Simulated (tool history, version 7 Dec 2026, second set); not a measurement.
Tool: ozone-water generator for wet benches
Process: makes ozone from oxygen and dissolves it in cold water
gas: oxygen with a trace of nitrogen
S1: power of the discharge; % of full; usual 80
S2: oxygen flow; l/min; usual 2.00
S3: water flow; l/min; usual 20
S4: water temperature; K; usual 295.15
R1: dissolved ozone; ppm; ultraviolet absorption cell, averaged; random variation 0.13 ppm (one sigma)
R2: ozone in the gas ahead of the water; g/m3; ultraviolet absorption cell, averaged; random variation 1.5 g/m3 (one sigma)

run 1 hour=0.0 | S1=80 S2=2.00 S3=20 S4=295.15 | R1=14.2 R2=291.5
run 2 hour=17.9 | S1=80 S2=2.00 S3=20 S4=295.15 | R1=14.3 R2=290.7
run 3 hour=39.8 | S1=80 S2=1.13 S3=20 S4=295.15 | R1=11.1 R2=351.8
run 4 hour=67.4 | S1=80 S2=1.13 S3=20 S4=295.15 | R1=11.2 R2=351.2
run 5 hour=89.3 | S1=80 S2=1.13 S3=20 S4=294.15 | R1=11.4 R2=352.7
run 6 hour=118.3 | S1=80 S2=1.13 S3=20 S4=294.15 | R1=11.2 R2=353.6
run 7 hour=134.2 | S1=80 S2=2.00 S3=20 S4=295.15 | R1=14.3 R2=289.8
run 8 hour=158.6 | S1=80 S2=2.00 S3=20 S4=295.15 | R1=14.5 R2=291.3
run 9 hour=185.9 | S1=99 S2=2.00 S3=20 S4=295.15 | R1=17.6 R2=352.7
run 10 hour=204.1 | S1=99 S2=2.00 S3=20 S4=295.15 | R1=17.4 R2=353.2
run 11 hour=222.2 | S1=74 S2=2.00 S3=20 S4=295.15 | R1=13.3 R2=271.1
run 12 hour=235.6 | S1=74 S2=2.00 S3=20 S4=295.15 | R1=13.6 R2=270.4
run 13 hour=260.9 | S1=74 S2=2.00 S3=20 S4=295.15 | R1=13.4 R2=271.7
run 14 hour=286.3 | S1=74 S2=2.00 S3=20 S4=295.15 | R1=13.4 R2=268.5
run 15 hour=317.1 | S1=74 S2=2.00 S3=20 S4=295.15 | R1=13.4 R2=267.3
run 16 hour=348.1 | S1=80 S2=2.00 S3=28 S4=295.15 | R1=9.5 R2=288.9
run 17 hour=370.9 | S1=80 S2=2.00 S3=20 S4=295.15 | R1=14.6 R2=289.6
run 18 hour=400.8 | S1=80 S2=1.92 S3=21 S4=295.15 | R1=13.3 R2=295.2
run 19 hour=417.0 | S1=80 S2=3.36 S3=28 S4=295.15 | R1=11.7 R2=242.0
run 20 hour=430.9 | S1=80 S2=2.46 S3=22 S4=292.15 | R1=14.2 R2=267.5
run 21 hour=449.2 | S1=41 S2=1.80 S3=28 S4=290.15 | R1=4.9 R2=160.3
run 22 hour=474.4 | S1=73 S2=2.38 S3=22 S4=295.15 | R1=12.6 R2=248.1
run 23 hour=497.2 | S1=73 S2=2.38 S3=22 S4=295.15 | R1=12.8 R2=246.1
run 24 hour=525.1 | S1=73 S2=2.38 S3=22 S4=295.15 | R1=12.8 R2=249.4
run 25 hour=555.8 | S1=73 S2=2.38 S3=22 S4=295.15 | R1=12.6 R2=251.8
run 26 hour=570.4 | S1=80 S2=2.00 S3=20 S4=293.15 | R1=14.7 R2=284.8
run 27 hour=594.0 | S1=80 S2=3.12 S3=20 S4=291.15 | R1=17.4 R2=245.0
run 28 hour=613.6 | S1=79 S2=2.67 S3=20 S4=291.15 | R1=16.5 R2=257.5
run 29 hour=634.1 | S1=79 S2=2.67 S3=20 S4=291.15 | R1=16.6 R2=258.8
run 30 hour=648.0 | S1=79 S2=2.67 S3=20 S4=291.15 | R1=16.3 R2=256.3
run 31 hour=663.3 | S1=76 S2=2.67 S3=20 S4=298.15 | R1=14.8 R2=248.0
run 32 hour=677.1 | S1=76 S2=2.67 S3=20 S4=298.15 | R1=14.9 R2=246.2
run 33 hour=698.9 | S1=71 S2=2.67 S3=16 S4=298.15 | R1=17.3 R2=230.5

Forecast each of these 4 alternatives for the next run:
run A hour=722.2 | S1=51 S2=1.29 S3=20 S4=297.15 | R1=? R2=?
run B hour=722.2 | S1=51 S2=2.67 S3=16 S4=295.15 | R1=? R2=?
run C hour=722.2 | S1=71 S2=2.67 S3=14 S4=293.15 | R1=? R2=?
run D hour=722.2 | S1=71 S2=3.47 S3=16 S4=296.15 | R1=? R2=?

run=A R1=7.7 R2=217.1
run=B R1=13.3 R2=168.9
run=C R1=21.2 R2=233.4
run=D R1=19.0 R2=210.6
Without the tool's hidden state the same runs would have given:
run=A R1=7.7 R2=222.4
run=B R1=13.3 R2=173.1
run=C R1=21.2 R2=239.1
run=D R1=19.0 R2=215.7
